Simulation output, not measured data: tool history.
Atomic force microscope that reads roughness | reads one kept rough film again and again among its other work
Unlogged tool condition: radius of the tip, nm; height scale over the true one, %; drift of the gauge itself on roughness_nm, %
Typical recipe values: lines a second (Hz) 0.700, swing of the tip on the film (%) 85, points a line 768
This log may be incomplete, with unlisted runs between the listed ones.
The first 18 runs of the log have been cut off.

| run | hour | lines a second (Hz) | swing of the tip on the film (%) | points a line | pictures with this tip | hours of work since the height scale was calibrated | roughness of the kept film (nm (root mean square)) |
|---|---|---|---|---|---|---|---|
|  | 390.1 | new tip fitted |
| 19 | 393.2 | 0.700 | 85 | 758 | 5 | 652 | 3.674 |
| 20 | 420.1 | 0.700 | 69 | 768 | 46 | 670 | 3.190 |
|  | 438.2 | new tip fitted |
| 21 | 443.0 | 0.700 | 78 | 405 | 8 | 685 | 3.590 |
| 22 | 460.1 | 0.700 | 78 | 405 | 34 | 696 | 3.151 |
| 23 | 483.2 | 0.700 | 78 | 405 | 69 | 712 | 2.748 |
|  | 487.7 | new tip fitted |
| 24 | 499.6 | 0.700 | 85 | 779 | 19 | 722 | 3.386 |
| 25 | 524.4 | 1.873 | 69 | 546 | 57 | 739 | 2.787 |
|  | 536.0 | new tip fitted |
| 26 | 545.2 | 1.873 | 69 | 546 | 14 | 752 | 3.396 |
| 27 | 559.0 | 1.873 | 69 | 546 | 35 | 761 | 3.062 |
| 28 | 581.4 | 1.873 | 76 | 552 | 69 | 776 | 2.556 |
|  | 584.6 | new tip fitted |
| 29 | 605.9 | 1.873 | 76 | 552 | 33 | 792 | 2.939 |
| 30 | 622.4 | 1.873 | 76 | 552 | 58 | 803 | 2.628 |
|  | 632.2 | new tip fitted |
| 31 | 636.3 | 1.873 | 76 | 552 | 6 | 812 | 3.370 |
| 32 | 658.8 | 1.953 | 62 | 960 | 40 | 827 | 3.091 |
| 33 | 678.6 | 1.953 | 62 | 960 | 71 | 840 | 2.733 |
|  | 681.3 | new tip fitted |
| 34 | 702.2 | 0.700 | 56 | 808 | 32 | 856 | 3.323 |
| 35 | 717.7 | 0.700 | 56 | 808 | 56 | 866 | 3.028 |
|  | 729.9 | new tip fitted |
| 36 | 741.8 | 3.368 | 70 | 531 | 18 | 882 | 3.074 |
| 37 | 758.6 | 3.880 | 76 | 768 | 44 | 893 | 2.496 |
| 38 | 774.4 | 3.880 | 73 | 485 | 68 | 903 | 2.338 |
|  | 778.9 | new tip fitted |
| 39 | 800.7 | 0.700 | 59 | 520 | 34 | 921 | 3.286 |

Predict each of these 3 candidate next runs independently; none follows another, all start after run 39:
| A | 812.7 | 1.053 | 72 | 356 | 52 | 929 | ? |
| B | 812.7 | 0.585 | 75 | 768 | 52 | 929 | ? |
| C | 812.7 | 0.749 | 59 | 520 | 52 | 929 | ? |

| run | roughness of the kept film (nm (root mean square)) |
|---|---|
| A | 2.903 |
| B | 2.959 |
| C | 3.029 |
The same runs, with their run-to-run variation unchanged, on a tool lacking any hidden condition would have given:
| run | roughness of the kept film (nm (root mean square)) |
|---|---|
| A | 3.807 |
| B | 3.882 |
| C | 3.972 |
